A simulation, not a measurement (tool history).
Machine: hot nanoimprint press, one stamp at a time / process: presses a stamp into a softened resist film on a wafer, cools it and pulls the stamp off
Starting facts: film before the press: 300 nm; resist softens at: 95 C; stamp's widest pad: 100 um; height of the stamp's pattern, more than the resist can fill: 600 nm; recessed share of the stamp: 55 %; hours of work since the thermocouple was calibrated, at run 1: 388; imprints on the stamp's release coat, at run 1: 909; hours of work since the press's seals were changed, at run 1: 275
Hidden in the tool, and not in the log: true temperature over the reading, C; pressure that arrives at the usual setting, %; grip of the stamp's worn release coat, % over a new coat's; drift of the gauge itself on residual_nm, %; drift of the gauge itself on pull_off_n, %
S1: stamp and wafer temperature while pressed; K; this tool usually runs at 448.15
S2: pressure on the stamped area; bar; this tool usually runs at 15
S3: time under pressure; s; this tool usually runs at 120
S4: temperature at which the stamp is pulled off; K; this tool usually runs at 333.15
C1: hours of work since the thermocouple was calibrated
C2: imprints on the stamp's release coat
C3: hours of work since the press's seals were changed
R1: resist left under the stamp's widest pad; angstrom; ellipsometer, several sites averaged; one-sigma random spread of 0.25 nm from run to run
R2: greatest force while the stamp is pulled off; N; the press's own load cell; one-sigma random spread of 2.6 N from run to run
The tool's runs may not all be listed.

{"run": 1, "hour": 0.0, "S1": 448.15, "S2": 15, "S3": 120, "S4": 333.15, "C1": 388, "C2": 909, "C3": 275, "R1": 1672, "R2": 131}
{"run": 2, "hour": 25.9, "S1": 448.15, "S2": 15, "S3": 212, "S4": 333.15, "C1": 403, "C2": 998, "C3": 289, "R1": 1364, "R2": 132}
{"run": 3, "hour": 68.9, "S1": 448.15, "S2": 15, "S3": 120, "S4": 333.15, "C1": 427, "C2": 1146, "C3": 314, "R1": 1664, "R2": 136}
{"run": 4, "hour": 106.5, "S1": 448.15, "S2": 15, "S3": 120, "S4": 333.15, "C1": 448, "C2": 1275, "C3": 335, "R1": 1666, "R2": 137}
{"hour": 117.8, "done": "plate thermocouple calibrated"}
{"run": 5, "hour": 167.6, "S1": 448.15, "S2": 15, "S3": 120, "S4": 333.15, "C1": 28, "C2": 1475, "C3": 368, "R1": 1649, "R2": 135}
{"run": 6, "hour": 213.8, "S1": 448.15, "S2": 15, "S3": 120, "S4": 333.15, "C1": 54, "C2": 1634, "C3": 394, "R1": 1650, "R2": 138}
{"run": 7, "hour": 264.8, "S1": 448.15, "S2": 15, "S3": 120, "S4": 337.15, "C1": 83, "C2": 1809, "C3": 423, "R1": 1648, "R2": 134}
{"run": 8, "hour": 306.4, "S1": 448.15, "S2": 15, "S3": 120, "S4": 333.15, "C1": 107, "C2": 1953, "C3": 446, "R1": 1649, "R2": 142}
{"hour": 343.4, "done": "plate thermocouple calibrated, once more"}
{"run": 9, "hour": 348.3, "S1": 448.15, "S2": 15, "S3": 120, "S4": 333.15, "C1": 3, "C2": 2086, "C3": 468, "R1": 1709, "R2": 156}
{"run": 10, "hour": 395.4, "S1": 448.15, "S2": 15, "S3": 120, "S4": 333.15, "C1": 29, "C2": 2248, "C3": 495, "R1": 1709, "R2": 154}
{"hour": 415.7, "done": "stamp cleaned and given a new release coat"}
{"hour": 441.9, "done": "press's hydraulic seals changed and the load cell set to zero"}
{"run": 11, "hour": 456.3, "S1": 448.15, "S2": 15, "S3": 120, "S4": 333.15, "C1": 56, "C2": 112, "C3": 8, "R1": 1678, "R2": 125}
{"run": 12, "hour": 483.0, "S1": 448.15, "S2": 15, "S3": 120, "S4": 333.15, "C1": 71, "C2": 203, "C3": 23, "R1": 1678, "R2": 121}
{"run": 13, "hour": 525.0, "S1": 448.15, "S2": 15, "S3": 120, "S4": 333.15, "C1": 95, "C2": 348, "C3": 47, "R1": 1672, "R2": 126}
{"run": 14, "hour": 557.1, "S1": 448.15, "S2": 15, "S3": 120, "S4": 333.15, "C1": 113, "C2": 458, "C3": 65, "R1": 1677, "R2": 129}
{"run": 15, "hour": 619.3, "S1": 448.15, "S2": 15, "S3": 108, "S4": 333.15, "C1": 148, "C2": 672, "C3": 100, "R1": 1730, "R2": 130}
{"run": 16, "hour": 658.7, "S1": 449.15, "S2": 21.7, "S3": 108, "S4": 333.15, "C1": 170, "C2": 808, "C3": 123, "R1": 1453, "R2": 135}
{"run": 17, "hour": 703.4, "S1": 455.15, "S2": 11, "S3": 120, "S4": 333.15, "C1": 196, "C2": 961, "C3": 148, "R1": 1547, "R2": 128}
{"run": 18, "hour": 758.1, "S1": 448.15, "S2": 15, "S3": 117, "S4": 333.15, "C1": 227, "C2": 1149, "C3": 179, "R1": 1685, "R2": 137}
{"run": 19, "hour": 807.3, "S1": 460.15, "S2": 9.1, "S3": 120, "S4": 333.15, "C1": 255, "C2": 1319, "C3": 207, "R1": 1443, "R2": 135}
{"run": 20, "hour": 839.6, "S1": 438.15, "S2": 17.2, "S3": 120, "S4": 333.15, "C1": 273, "C2": 1430, "C3": 225, "R1": 2089, "R2": 138}
{"run": 21, "hour": 880.8, "S1": 448.15, "S2": 14.3, "S3": 120, "S4": 323.15, "C1": 296, "C2": 1571, "C3": 248, "R1": 1697, "R2": 160}
{"run": 22, "hour": 932.5, "S1": 448.15, "S2": 14.3, "S3": 120, "S4": 323.15, "C1": 325, "C2": 1749, "C3": 277, "R1": 1690, "R2": 167}
{"run": 23, "hour": 983.8, "S1": 448.15, "S2": 14.3, "S3": 120, "S4": 323.15, "C1": 354, "C2": 1926, "C3": 307, "R1": 1698, "R2": 168}
{"run": 24, "hour": 1024.7, "S1": 448.15, "S2": 22.4, "S3": 120, "S4": 328.15, "C1": 377, "C2": 2067, "C3": 330, "R1": 1417, "R2": 159}
{"run": 25, "hour": 1063.2, "S1": 448.15, "S2": 22.4, "S3": 120, "S4": 328.15, "C1": 399, "C2": 2199, "C3": 351, "R1": 1419, "R2": 157}
{"hour": 1097.6, "done": "stamp cleaned and given a new release coat"}
{"run": 26, "hour": 1131.0, "S1": 448.15, "S2": 22.4, "S3": 120, "S4": 328.15, "C1": 434, "C2": 115, "C3": 386, "R1": 1417, "R2": 126}
{"run": 27, "hour": 1160.5, "S1": 448.15, "S2": 22.4, "S3": 120, "S4": 328.15, "C1": 451, "C2": 216, "C3": 403, "R1": 1421, "R2": 132}
{"hour": 1168.0, "done": "plate thermocouple calibrated"}
{"run": 28, "hour": 1203.3, "S1": 448.15, "S2": 22.4, "S3": 120, "S4": 328.15, "C1": 20, "C2": 353, "C3": 426, "R1": 1471, "R2": 138}
{"run": 29, "hour": 1260.6, "S1": 456.15, "S2": 21.2, "S3": 228, "S4": 332.15, "C1": 52, "C2": 550, "C3": 458, "R1": 889, "R2": 131}

3 ways to go on from here, each from the tool as it stands after run 29. What would each give?
{"run": "A", "hour": 1321.8, "S1": 448.15, "S2": 15, "S3": 111, "S4": 323.15, "C1": 87, "C2": 761, "C3": 493, "R1": "?", "R2": "?"}
{"run": "B", "hour": 1321.8, "S1": 448.15, "S2": 15, "S3": 94, "S4": 336.15, "C1": 87, "C2": 761, "C3": 493, "R1": "?", "R2": "?"}
{"run": "C", "hour": 1321.8, "S1": 456.15, "S2": 14.9, "S3": 197, "S4": 332.15, "C1": 87, "C2": 761, "C3": 493, "R1": "?", "R2": "?"}

run=A R1=1748 R2=154
run=B R1=1847 R2=126
run=C R1=1112 R2=133
With the hidden condition removed and each run's random variation left untouched, the same runs would have given:
run=A R1=1733 R2=143
run=B R1=1831 R2=117
run=C R1=1099 R2=124

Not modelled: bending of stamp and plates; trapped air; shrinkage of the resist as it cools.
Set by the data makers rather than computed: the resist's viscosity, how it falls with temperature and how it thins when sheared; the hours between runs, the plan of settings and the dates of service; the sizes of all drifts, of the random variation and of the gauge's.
